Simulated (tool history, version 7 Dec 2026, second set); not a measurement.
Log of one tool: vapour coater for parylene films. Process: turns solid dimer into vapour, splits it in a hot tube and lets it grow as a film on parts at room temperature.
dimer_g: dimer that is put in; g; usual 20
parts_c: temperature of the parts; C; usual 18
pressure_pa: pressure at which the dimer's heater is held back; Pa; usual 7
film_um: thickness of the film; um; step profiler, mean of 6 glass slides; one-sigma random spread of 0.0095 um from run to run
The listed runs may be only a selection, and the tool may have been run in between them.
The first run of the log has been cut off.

Run 2, hour 23.4: usual settings. Result: film_um 2.999 um.
Run 3, hour 34.6: usual settings. Result: film_um 2.983 um.
Run 4, hour 50.8: usual settings. Result: film_um 2.983 um.
Run 5, hour 71.3: usual settings but pressure_pa 4.31 Pa. Result: film_um 3.176 um.
Run 6, hour 88.2: usual settings but pressure_pa 4.31 Pa. Result: film_um 3.193 um.
Run 7, hour 110.8: usual settings but pressure_pa 4.92 Pa. Result: film_um 3.111 um.
Run 8, hour 130.6: usual settings. Result: film_um 2.983 um.
Run 9, hour 152.2: usual settings. Result: film_um 2.962 um.
Run 10, hour 164.6: usual settings. Result: film_um 2.964 um.
Run 11, hour 179.3: usual settings. Result: film_um 2.961 um.
Run 12, hour 195.5: usual settings. Result: film_um 2.967 um.
Run 13, hour 208.7: usual settings. Result: film_um 2.969 um.
Run 14, hour 221.4: usual settings. Result: film_um 2.971 um.
Run 15, hour 242.1: usual settings. Result: film_um 2.949 um.
Run 16, hour 262.6: usual settings. Result: film_um 2.948 um.
Run 17, hour 279.8: usual settings. Result: film_um 2.961 um.
At hour 282: table's thermometer calibrated.
Run 18, hour 295: usual settings but parts_c 30 C, pressure_pa 2.21 Pa. Result: film_um 1.89 um.
Run 19, hour 307.9: usual settings but parts_c 17 C, pressure_pa 8.31 Pa. Result: film_um 3.029 um.

Run 20 is up next; what results do you expect?
Run 20, hour 324.5: usual settings but parts_c 23 C. Result: film_um ?.

Run 20 came out at film_um 2.299 um.
If the tool had no hidden condition, the same run with the same run-to-run variation would have returned film_um 2.443 um.
